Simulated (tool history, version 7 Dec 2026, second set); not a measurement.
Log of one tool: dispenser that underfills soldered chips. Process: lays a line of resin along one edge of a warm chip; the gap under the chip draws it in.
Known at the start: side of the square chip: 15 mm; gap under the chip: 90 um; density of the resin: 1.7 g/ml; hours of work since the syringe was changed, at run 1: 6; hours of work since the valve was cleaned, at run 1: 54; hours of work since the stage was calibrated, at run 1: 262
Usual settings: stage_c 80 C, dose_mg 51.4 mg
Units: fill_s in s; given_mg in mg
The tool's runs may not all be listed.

run,hour,stage_c,dose_mg,hours of work since the syringe was changed,hours of work since the valve was cleaned,hours of work since the stage was calibrated,fill_s,given_mg
1,0.0,80,51.4,6,54,262,178.7,50.34
# hour 3.8: new syringe of resin
2,11.6,80,51.4,5,62,270,173.8,49.78
# hour 15.9: new syringe of resin
# hour 20.4: dispensing valve cleaned and set on the balance
3,27.3,67,51.4,7,5,280,369.4,51.45
# hour 29.2: new syringe of resin
4,37.2,67,51.4,5,11,286,336.0,51.22
# hour 41.8: new syringe of resin
5,51.3,80,51.4,6,21,296,177.0,51.23
# hour 53.8: new syringe of resin
6,64.5,80,51.4,7,29,304,188.5,50.78
# hour 66.1: new syringe of resin
# hour 79.4: new syringe of resin
7,80.9,80,51.4,1,40,315,135.0,50.31
# hour 91.5: new syringe of resin
8,96.3,80,51.4,3,50,325,154.1,50.05
# hour 104.8: new syringe of resin
9,107.7,80,51.4,2,58,333,141.1,49.73
# hour 117.9: new syringe of resin
10,119.0,80,51.4,1,65,340,128.7,49.70
# hour 121.9: dispensing valve cleaned and set on the balance
# hour 131.7: new syringe of resin
11,136.1,80,51.4,3,9,351,151.5,51.25
# hour 144.3: new syringe of resin
12,149.6,80,51.4,4,18,360,147.1,50.91
# hour 156.8: new syringe of resin
13,157.3,80,51.4,0,23,365,127.0,50.92
14,168.0,92,49.9,8,31,372,105.5,49.28
# hour 169.7: new syringe of resin
15,177.8,86,44.8,6,37,379,130.6,43.97
# hour 182.2: new syringe of resin
16,185.6,93,64.8,2,42,384,73.5,63.10
# hour 195.3: new syringe of resin
17,196.0,69,61.6,0,49,391,217.2,60.12
# hour 208.3: new syringe of resin
# hour 211.9: stage's temperature calibrated
18,213.3,69,65.6,3,60,1,280.6,63.46
# hour 221.4: new syringe of resin
# hour 224.3: dispensing valve cleaned and set on the balance
19,227.5,69,65.6,3,2,10,289.5,65.49
# hour 234.5: new syringe of resin
20,237.1,69,65.6,2,8,16,273.3,64.43
# hour 246.9: new syringe of resin
21,251.8,88,46.4,3,18,26,112.6,45.87
# hour 259.1: new syringe of resin
22,262.3,88,46.4,2,25,33,108.7,45.40

Hidden state at the last listed run before each entry between runs and at the first one after, where it differs:
Between runs 1 and 2: new syringe of resin (hour 3.8)
  resin's viscosity, % of fresh resin's: 135.9 -> 132.2; dose that the valve gives, % of what is set: 97.25 -> 96.81; true chip temperature over the reading, C: 1.54 -> 1.6
  measured less the result without the state, fill_s: +37.4 -> +32.2 s; given_mg: -1.42 -> -1.64 mg
Between runs 2 and 3: new syringe of resin (hour 15.9); dispensing valve cleaned and set on the balance (hour 20.4)
  resin's viscosity, % of fresh resin's: 132.2 -> 145.5; dose that the valve gives, % of what is set: 96.81 -> 99.99; true chip temperature over the reading, C: 1.6 -> 1.66
  measured less the result without the state, fill_s: +32.2 -> +92.1 s; given_mg: -1.64 -> +0.00 mg
Between runs 3 and 4: new syringe of resin (hour 29.2)
  resin's viscosity, % of fresh resin's: 145.5 -> 134.1; dose that the valve gives, % of what is set: 99.99 -> 99.64; true chip temperature over the reading, C: 1.66 -> 1.71
  measured less the result without the state, fill_s: +92.1 -> +61.6 s; given_mg: +0.00 -> -0.18 mg
Between runs 4 and 5: new syringe of resin (hour 41.8)
  resin's viscosity, % of fresh resin's: 134.1 -> 139; dose that the valve gives, % of what is set: 99.64 -> 99.06; true chip temperature over the reading, C: 1.71 -> 1.78
  measured less the result without the state, fill_s: +61.6 -> +38.2 s; given_mg: -0.18 -> -0.49 mg
Between runs 5 and 6: new syringe of resin (hour 53.8)
  resin's viscosity, % of fresh resin's: 139 -> 148.1; dose that the valve gives, % of what is set: 99.06 -> 98.56; true chip temperature over the reading, C: 1.78 -> 1.84
  measured less the result without the state, fill_s: +38.2 -> +49.5 s; given_mg: -0.49 -> -0.74 mg
Between runs 6 and 7: new syringe of resin (hour 66.1); new syringe of resin (hour 79.4)
  resin's viscosity, % of fresh resin's: 148.1 -> 105.5; dose that the valve gives, % of what is set: 98.56 -> 97.91; true chip temperature over the reading, C: 1.84 -> 1.92
  measured less the result without the state, fill_s: +49.5 -> -5.2 s; given_mg: -0.74 -> -1.08 mg
Between runs 7 and 8: new syringe of resin (hour 91.5)
  resin's viscosity, % of fresh resin's: 105.5 -> 118.9; dose that the valve gives, % of what is set: 97.91 -> 97.36; true chip temperature over the reading, C: 1.92 -> 1.99
  measured less the result without the state, fill_s: -5.2 -> +11.7 s; given_mg: -1.08 -> -1.36 mg
Between runs 8 and 9: new syringe of resin (hour 104.8)
  resin's viscosity, % of fresh resin's: 118.9 -> 112; dose that the valve gives, % of what is set: 97.36 -> 96.92; true chip temperature over the reading, C: 1.99 -> 2.05
  measured less the result without the state, fill_s: +11.7 -> +2.4 s; given_mg: -1.36 -> -1.57 mg
Between runs 9 and 10: new syringe of resin (hour 117.9)
  resin's viscosity, % of fresh resin's: 112 -> 102.7; dose that the valve gives, % of what is set: 96.92 -> 96.52; true chip temperature over the reading, C: 2.05 -> 2.1
  measured less the result without the state, fill_s: +2.4 -> -9.6 s; given_mg: -1.57 -> -1.79 mg
Between runs 10 and 11: dispensing valve cleaned and set on the balance (hour 121.9); new syringe of resin (hour 131.7)
  resin's viscosity, % of fresh resin's: 102.7 -> 117.5; dose that the valve gives, % of what is set: 96.52 -> 99.84; true chip temperature over the reading, C: 2.1 -> 2.18
  measured less the result without the state, fill_s: -9.6 -> +8.0 s; given_mg: -1.79 -> -0.09 mg
Between runs 11 and 12: new syringe of resin (hour 144.3)
  resin's viscosity, % of fresh resin's: 117.5 -> 118.1; dose that the valve gives, % of what is set: 99.84 -> 99.28; true chip temperature over the reading, C: 2.18 -> 2.24
  measured less the result without the state, fill_s: +8.0 -> +8.1 s; given_mg: -0.09 -> -0.37 mg
Between runs 12 and 13: new syringe of resin (hour 156.8)
  resin's viscosity, % of fresh resin's: 118.1 -> 100.8; dose that the valve gives, % of what is set: 99.28 -> 98.97; true chip temperature over the reading, C: 2.24 -> 2.28
  measured less the result without the state, fill_s: +8.1 -> -13.7 s; given_mg: -0.37 -> -0.53 mg
Between runs 14 and 15: new syringe of resin (hour 169.7)
  resin's viscosity, % of fresh resin's: 147.1 -> 135.3; dose that the valve gives, % of what is set: 98.55 -> 98.16; true chip temperature over the reading, C: 2.33 -> 2.38
  measured less the result without the state, fill_s: +25.9 -> +22.9 s; given_mg: -0.73 -> -0.82 mg
Between runs 15 and 16: new syringe of resin (hour 182.2)
  resin's viscosity, % of fresh resin's: 135.3 -> 111.1; dose that the valve gives, % of what is set: 98.16 -> 97.89; true chip temperature over the reading, C: 2.38 -> 2.41
  measured less the result without the state, fill_s: +22.9 -> -0.3 s; given_mg: -0.82 -> -1.36 mg
Between runs 16 and 17: new syringe of resin (hour 195.3)
  resin's viscosity, % of fresh resin's: 111.1 -> 100.5; dose that the valve gives, % of what is set: 97.89 -> 97.49; true chip temperature over the reading, C: 2.41 -> 2.46
  measured less the result without the state, fill_s: -0.3 -> -28.5 s; given_mg: -1.36 -> -1.55 mg
Between runs 17 and 18: new syringe of resin (hour 208.3); stage's temperature calibrated (hour 211.9)
  resin's viscosity, % of fresh resin's: 100.5 -> 114.8; dose that the valve gives, % of what is set: 97.49 -> 96.84; true chip temperature over the reading, C: 2.46 -> -0.13
  measured less the result without the state, fill_s: -28.5 -> +38.2 s; given_mg: -1.55 -> -2.07 mg
Between runs 18 and 19: new syringe of resin (hour 221.4); dispensing valve cleaned and set on the balance (hour 224.3)
  resin's viscosity, % of fresh resin's: 114.8 -> 120.2; dose that the valve gives, % of what is set: 96.84 -> 99.63; true chip temperature over the reading, C: -0.13 -> -0.07
  measured less the result without the state, fill_s: +38.2 -> +49.5 s; given_mg: -2.07 -> -0.24 mg
Between runs 19 and 20: new syringe of resin (hour 234.5)
  resin's viscosity, % of fresh resin's: 120.2 -> 110.2; dose that the valve gives, % of what is set: 99.63 -> 99.32; true chip temperature over the reading, C: -0.07 -> -0.03
  measured less the result without the state, fill_s: +49.5 -> +25.8 s; given_mg: -0.24 -> -0.45 mg
Between runs 20 and 21: new syringe of resin (hour 246.9)
  resin's viscosity, % of fresh resin's: 110.2 -> 116; dose that the valve gives, % of what is set: 99.32 -> 98.73; true chip temperature over the reading, C: -0.03 -> 0.04
  measured less the result without the state, fill_s: +25.8 -> +15.5 s; given_mg: -0.45 -> -0.59 mg
Between runs 21 and 22: new syringe of resin (hour 259.1)
  resin's viscosity, % of fresh resin's: 116 -> 112.1; dose that the valve gives, % of what is set: 98.73 -> 98.36; true chip temperature over the reading, C: 0.04 -> 0.09
  measured less the result without the state, fill_s: +15.5 -> +11.7 s; given_mg: -0.59 -> -0.76 mg
